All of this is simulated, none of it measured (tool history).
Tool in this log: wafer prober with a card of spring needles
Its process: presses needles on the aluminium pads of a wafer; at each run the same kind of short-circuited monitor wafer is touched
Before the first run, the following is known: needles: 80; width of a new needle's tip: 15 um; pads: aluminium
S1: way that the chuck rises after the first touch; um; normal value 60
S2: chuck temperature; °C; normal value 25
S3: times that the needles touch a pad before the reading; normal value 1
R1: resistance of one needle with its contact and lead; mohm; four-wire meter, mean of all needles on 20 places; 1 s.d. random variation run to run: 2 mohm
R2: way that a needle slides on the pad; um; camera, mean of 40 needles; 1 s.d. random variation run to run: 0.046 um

run,hour,S1,S2,S3,R1,R2
1,0,60,25,1,285,16.1
2,8,60,36,1,306,16
# hour 10.4: tips cleaned on abrasive film
3,19.9,60,36,1,348,15.92
4,32.1,60,25,1,349,16
# hour 38.6: tips cleaned on abrasive film
# hour 40.4: tips cleaned on abrasive film, once more
5,40.4,60,25,1,226,15.83
6,52.3,60,25,1,272,15.85
7,65.5,60,25,2,268,15.85
# hour 68.2: tips cleaned on abrasive film
8,77.3,60,25,2,242,15.89
9,85.9,60,25,1,291,15.85
10,94.6,42,25,2,320,11.01
# hour 96: tips cleaned on abrasive film
11,106.7,56,26,1,279,14.76
12,116,66,50,2,264,17.45
# hour 124.5: tips cleaned on abrasive film
13,129.4,63,32,1,250,16.65
14,136.1,77,35,2,241,20.42
15,144,69,76,3,256,18.35
# hour 152.9: tips cleaned on abrasive film
16,152.9,69,76,3,237,18.21
17,161.5,60,54,1,267,15.76
18,169.6,60,111,1,300,15.75

Predict each of these 4 candidate next runs independently; none follows another, all start after run 18:
A,178.4,60,53,2,?,?
B,178.4,47,39,1,?,?
C,178.4,60,27,1,?,?
D,178.4,73,111,1,?,?

run,R1,R2
A,272,15.79
B,353,12.3
C,309,15.85
D,294,19.3
What these runs would have given with no unlogged condition in the tool:
run,R1,R2
A,224,16.16
B,228,12.67
C,226,16.22
D,242,19.67
